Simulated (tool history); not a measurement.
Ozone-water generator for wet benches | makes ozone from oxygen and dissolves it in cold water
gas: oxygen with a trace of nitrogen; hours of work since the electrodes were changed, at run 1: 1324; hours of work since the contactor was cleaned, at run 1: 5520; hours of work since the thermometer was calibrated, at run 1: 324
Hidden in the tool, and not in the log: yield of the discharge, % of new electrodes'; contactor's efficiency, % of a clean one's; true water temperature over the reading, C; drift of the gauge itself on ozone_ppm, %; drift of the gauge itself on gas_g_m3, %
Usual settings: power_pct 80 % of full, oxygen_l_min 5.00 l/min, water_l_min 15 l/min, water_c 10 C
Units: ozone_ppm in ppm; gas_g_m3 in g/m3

run,hour,power_pct,oxygen_l_min,water_l_min,water_c,hours of work since the electrodes were changed,hours of work since the contactor was cleaned,hours of work since the thermometer was calibrated,ozone_ppm,gas_g_m3
1,0.0,80,5.00,15,10,1324,5520,324,28.8,187.8
2,42.8,80,5.00,15,10,1354,5551,355,28.5,186.1
3,112.1,80,5.00,15,10,1403,5600,404,29.0,188.8
4,163.7,46,5.00,15,10,1440,5637,441,21.6,140.0
5,232.2,80,5.00,15,10,1489,5685,489,28.7,188.7
6,269.8,80,5.00,14,10,1515,5712,516,30.4,188.0
7,313.0,80,5.00,12,10,1546,5743,547,33.9,187.6
8,344.8,80,5.00,12,10,1569,5765,569,34.0,186.7
9,412.7,80,5.00,12,10,1617,5814,618,33.8,186.7
10,453.9,80,5.00,12,10,1646,5843,647,33.6,187.7
11,486.6,80,5.00,12,10,1670,5866,670,33.5,187.8
12,522.1,80,5.00,12,10,1695,5891,695,33.6,186.8
13,578.8,80,5.00,15,10,1735,5932,736,28.4,187.3
14,637.2,80,5.00,15,10,1777,5973,777,28.2,183.9
15,690.4,80,5.00,15,10,1814,6011,815,28.3,185.0
16,735.4,80,5.00,15,10,1846,6043,847,28.5,185.9
17,787.1,80,5.00,15,10,1883,6080,884,28.9,185.2
18,858.4,80,5.00,15,10,1934,6130,934,28.6,185.4
19,911.6,80,5.00,15,10,1972,6168,972,28.2,183.3
20,965.6,72,5.00,10,15,2010,6207,1011,32.6,176.6
21,1021.9,82,4.64,10,15,2050,6247,1051,35.5,195.6
22,1067.2,82,4.64,10,15,2082,6279,1083,35.6,196.8
23,1140.1,80,5.00,16,15,2134,6331,1135,24.7,184.9
24,1174.9,80,5.00,16,15,2159,6355,1159,24.6,183.9
25,1224.4,80,5.00,16,15,2194,6391,1195,24.5,184.3
26,1268.0,80,5.00,11,9,2225,6422,1226,35.9,183.3
27,1334.5,43,5.00,11,6,2272,6469,1273,27.2,134.2
28,1387.8,46,4.67,15,10,2310,6507,1311,20.9,143.4
29,1422.4,46,4.67,15,10,2335,6531,1335,21.2,145.6
30,1474.2,46,4.67,15,10,2372,6568,1372,21.2,143.6
31,1510.2,46,4.67,15,10,2397,6594,1398,21.1,144.3
32,1543.2,81,4.14,22,5,2421,6617,1421,21.0,208.6
33,1577.8,80,5.00,14,10,2445,6642,1446,29.2,184.2
34,1616.2,47,5.00,14,10,2473,6669,1473,22.3,138.3

Some steps in ozone_ppm between neighbouring runs. How much of each would the tool show without its hidden state too (settings, what came in, random variation), and how much is left for the hidden state, with any gauge scatter that isn't in both results?
Run 3 -> 4: power_pct 80 -> 46. ozone_ppm -7.4 ppm: hidden state +0.6, all else -8.0.
Run 22 -> 23: power_pct 82 -> 80, oxygen_l_min 4.64 -> 5.00, water_l_min 10 -> 16. ozone_ppm -10.9 ppm: hidden state +0.4, all else -11.3.
Run 25 -> 26: water_l_min 16 -> 11, water_c 15 -> 9. ozone_ppm +11.4 ppm: hidden state -0.6, all else +12.0.
Run 26 -> 27: power_pct 80 -> 43, water_c 9 -> 6. ozone_ppm -8.7 ppm: hidden state +1.0, all else -9.7.
Run 33 -> 34: power_pct 80 -> 47. ozone_ppm -6.9 ppm: hidden state +0.9, all else -7.8.
